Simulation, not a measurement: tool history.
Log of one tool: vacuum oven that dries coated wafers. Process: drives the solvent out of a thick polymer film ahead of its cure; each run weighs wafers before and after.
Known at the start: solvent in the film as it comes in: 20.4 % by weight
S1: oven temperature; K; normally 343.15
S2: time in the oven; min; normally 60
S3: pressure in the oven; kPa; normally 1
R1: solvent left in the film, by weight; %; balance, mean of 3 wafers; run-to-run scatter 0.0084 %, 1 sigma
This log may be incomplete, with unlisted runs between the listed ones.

run,hour,S1,S2,S3,R1
1,0,343.15,60,1,0.578
2,38.3,343.15,60,1,0.588
3,83.7,343.15,60,1,0.586
4,114.5,338.15,60,1,1.428
# hour 152.1: oven's thermocouples calibrated
5,158.1,338.15,60,1,1.655
6,183.3,338.15,60,1,1.674
7,229.6,338.15,60,1,1.659
8,269.9,338.15,60,1,1.644
9,309.9,349.15,45,1.12,0.452

Run 10 is up next; what results do you expect?
10,348.4,344.15,36,1.23,?

R1: 1.871 %
Were there no unlogged condition in the tool, this run, its random variation unchanged, would have produced R1 2.035 %.
